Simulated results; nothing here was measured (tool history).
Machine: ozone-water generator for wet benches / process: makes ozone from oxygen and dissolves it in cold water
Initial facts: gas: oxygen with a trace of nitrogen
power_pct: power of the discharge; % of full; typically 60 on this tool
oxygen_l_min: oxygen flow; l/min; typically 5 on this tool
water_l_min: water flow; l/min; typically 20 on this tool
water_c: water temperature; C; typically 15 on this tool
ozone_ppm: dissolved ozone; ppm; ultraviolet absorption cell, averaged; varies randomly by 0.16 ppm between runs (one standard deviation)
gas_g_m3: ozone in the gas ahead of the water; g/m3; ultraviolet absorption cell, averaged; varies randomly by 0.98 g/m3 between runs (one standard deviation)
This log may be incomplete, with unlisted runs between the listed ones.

{"run": 1, "hour": 0.0, "power_pct": 60, "oxygen_l_min": 5, "water_l_min": 20, "water_c": 15, "ozone_ppm": 20.1, "gas_g_m3": 169}
{"run": 2, "hour": 74.3, "power_pct": 60, "oxygen_l_min": 5, "water_l_min": 20, "water_c": 15, "ozone_ppm": 20, "gas_g_m3": 169.7}
{"run": 3, "hour": 151.4, "power_pct": 60, "oxygen_l_min": 5, "water_l_min": 20, "water_c": 15, "ozone_ppm": 20.1, "gas_g_m3": 168.8}
{"run": 4, "hour": 206.9, "power_pct": 60, "oxygen_l_min": 5, "water_l_min": 20, "water_c": 15, "ozone_ppm": 20.1, "gas_g_m3": 170.7}
{"run": 5, "hour": 284.3, "power_pct": 60, "oxygen_l_min": 5, "water_l_min": 20, "water_c": 15, "ozone_ppm": 19.8, "gas_g_m3": 167.1}
{"run": 6, "hour": 388.5, "power_pct": 60, "oxygen_l_min": 5, "water_l_min": 20, "water_c": 15, "ozone_ppm": 20.2, "gas_g_m3": 169.1}
{"run": 7, "hour": 499.1, "power_pct": 60, "oxygen_l_min": 5, "water_l_min": 24, "water_c": 15, "ozone_ppm": 17.5, "gas_g_m3": 167.9}
{"run": 8, "hour": 564.2, "power_pct": 60, "oxygen_l_min": 5, "water_l_min": 24, "water_c": 15, "ozone_ppm": 17.3, "gas_g_m3": 168.3}
{"run": 9, "hour": 630.6, "power_pct": 60, "oxygen_l_min": 5, "water_l_min": 20, "water_c": 15, "ozone_ppm": 19.6, "gas_g_m3": 167.9}
{"run": 10, "hour": 693.1, "power_pct": 60, "oxygen_l_min": 5, "water_l_min": 20, "water_c": 15, "ozone_ppm": 20, "gas_g_m3": 169.2}
{"run": 11, "hour": 797.3, "power_pct": 86, "oxygen_l_min": 3.81, "water_l_min": 19, "water_c": 7, "ozone_ppm": 30.6, "gas_g_m3": 270}
{"run": 12, "hour": 916.4, "power_pct": 69, "oxygen_l_min": 8.33, "water_l_min": 20, "water_c": 19, "ozone_ppm": 19.5, "gas_g_m3": 136.6}
{"hour": 932.4, "done": "contactor cleaned"}
{"run": 13, "hour": 987.7, "power_pct": 69, "oxygen_l_min": 8.33, "water_l_min": 20, "water_c": 19, "ozone_ppm": 19.7, "gas_g_m3": 136.3}
{"run": 14, "hour": 1090.7, "power_pct": 69, "oxygen_l_min": 7.17, "water_l_min": 13, "water_c": 11, "ozone_ppm": 29.5, "gas_g_m3": 149.4}
{"run": 15, "hour": 1209.7, "power_pct": 60, "oxygen_l_min": 2.85, "water_l_min": 25, "water_c": 11, "ozone_ppm": 16.9, "gas_g_m3": 240.9}
{"run": 16, "hour": 1308.1, "power_pct": 93, "oxygen_l_min": 8.74, "water_l_min": 25, "water_c": 11, "ozone_ppm": 24.4, "gas_g_m3": 167.5}
{"run": 17, "hour": 1408.4, "power_pct": 92, "oxygen_l_min": 3.96, "water_l_min": 12, "water_c": 14, "ozone_ppm": 41.1, "gas_g_m3": 274.2}

Below are 3 alternative next runs, each starting from the tool's condition after run 17. Predict each:
{"run": "A", "hour": 1490.8, "power_pct": 74, "oxygen_l_min": 4.83, "water_l_min": 12, "water_c": 14, "ozone_ppm": "?", "gas_g_m3": "?"}
{"run": "B", "hour": 1490.8, "power_pct": 55, "oxygen_l_min": 4.65, "water_l_min": 29, "water_c": 14, "ozone_ppm": "?", "gas_g_m3": "?"}
{"run": "C", "hour": 1490.8, "power_pct": 92, "oxygen_l_min": 3.96, "water_l_min": 12, "water_c": 7, "ozone_ppm": "?", "gas_g_m3": "?"}

run=A ozone_ppm=33.8 gas_g_m3=204.4
run=B ozone_ppm=14.2 gas_g_m3=165.9
run=C ozone_ppm=45.4 gas_g_m3=275.8
What these runs would have given with no unlogged condition in the tool:
run=A ozone_ppm=33.9 gas_g_m3=204.7
run=B ozone_ppm=14.2 gas_g_m3=166.1
run=C ozone_ppm=45.5 gas_g_m3=276.2

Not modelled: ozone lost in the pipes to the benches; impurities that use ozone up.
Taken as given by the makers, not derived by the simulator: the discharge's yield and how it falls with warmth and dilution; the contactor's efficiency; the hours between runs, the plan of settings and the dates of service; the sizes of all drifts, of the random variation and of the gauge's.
